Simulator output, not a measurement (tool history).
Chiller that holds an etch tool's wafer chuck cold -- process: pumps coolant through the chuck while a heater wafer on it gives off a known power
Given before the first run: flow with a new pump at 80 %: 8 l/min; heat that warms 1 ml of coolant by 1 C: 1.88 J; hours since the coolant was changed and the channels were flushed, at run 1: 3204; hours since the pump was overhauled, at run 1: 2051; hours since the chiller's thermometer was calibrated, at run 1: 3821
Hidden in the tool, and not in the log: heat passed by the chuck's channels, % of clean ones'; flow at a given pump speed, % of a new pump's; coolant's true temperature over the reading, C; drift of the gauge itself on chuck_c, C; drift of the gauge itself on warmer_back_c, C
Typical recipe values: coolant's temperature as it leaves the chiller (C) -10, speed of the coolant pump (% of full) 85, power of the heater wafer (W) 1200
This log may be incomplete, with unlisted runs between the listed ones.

run,hour,coolant's temperature as it leaves the chiller (C),speed of the coolant pump (% of full),power of the heater wafer (W),hours since the coolant was changed and the channels were flushed,hours since the pump was overhauled,hours since the chiller's thermometer was calibrated,chuck's temperature once it has settled (C),how much warmer the coolant comes back (C)
1,0.0,-10,85,1200,3204,2051,3821,-1.5,4.58
2,110.7,-5,85,1200,3315,2162,3932,3.6,4.55
3,215.5,-5,85,1200,3420,2266,4036,3.6,4.62
4,362.5,-5,85,1200,3567,2413,4183,3.6,4.61
5,473.0,-5,85,1200,3677,2524,4294,3.5,4.63
6,564.2,-4,85,1200,3769,2615,4385,4.5,4.57
7,721.8,-4,85,1200,3926,2773,4543,4.6,4.58
8,876.7,-4,85,1200,4081,2927,4698,4.7,4.56
# hour 1001.0: chiller's thermometer calibrated
9,1027.4,-10,75,1200,4231,3077,26,0.0,5.29
10,1179.8,-10,85,1200,4383,3230,179,-0.8,4.64
11,1269.7,-10,73,1200,4473,3320,269,0.4,5.50
12,1445.4,-10,85,1200,4649,3495,444,-0.7,4.63
13,1611.5,-10,85,1200,4815,3661,611,-0.8,4.62
14,1767.2,-10,85,1200,4971,3817,766,-0.7,4.66
15,1976.0,-10,85,1684,5179,4026,975,3.1,6.49
16,2100.3,-14,85,1200,5304,4150,1099,-4.7,4.71
17,2308.5,-6,73,1713,5512,4358,1308,8.7,7.81
18,2427.5,-17,73,980,5631,4477,1427,-8.5,4.49
19,2541.4,-17,73,980,5745,4591,1540,-8.6,4.43
20,2741.3,-17,73,980,5945,4791,1740,-8.6,4.52
21,2842.0,-1,73,980,6045,4892,1841,7.4,4.51
# hour 2863.8: coolant pump overhauled
22,2948.9,-1,73,980,6147,85,1943,7.4,4.56
23,3085.7,-1,73,980,6284,222,2080,7.6,4.54
24,3189.1,-5,61,980,6388,325,2183,4.4,5.50
25,3399.0,-5,61,980,6597,535,2393,4.4,5.50
# hour 3478.5: coolant pump overhauled, once more
26,3494.4,-1,96,1060,6688,16,2483,6.5,3.54
27,3684.5,-1,96,1060,6878,206,2674,6.4,3.53
28,3869.8,-12,62,681,7063,391,2859,-5.6,3.59
29,4058.8,-2,65,814,7252,580,3048,5.4,4.08
30,4155.0,-10,94,1490,7348,676,3144,0.9,5.07
31,4260.8,-10,93,1490,7454,782,3250,1.1,5.10

Branching from run 31: 3 alternative next runs. What would each branch give?
A,4406.4,-10,93,686,7600,928,3395,?,?
B,4406.4,-6,68,1490,7600,928,3395,?,?
C,4406.4,-1,82,1605,7600,928,3395,?,?

run,chuck's temperature once it has settled (C),how much warmer the coolant comes back (C)
A,-4.9,2.40
B,7.5,7.15
C,12.0,6.30
Stripped of hidden state, with their random variation kept, the same runs would have yielded:
run,chuck's temperature once it has settled (C),how much warmer the coolant comes back (C)
A,-5.2,2.37
B,6.2,7.07
C,10.8,6.23
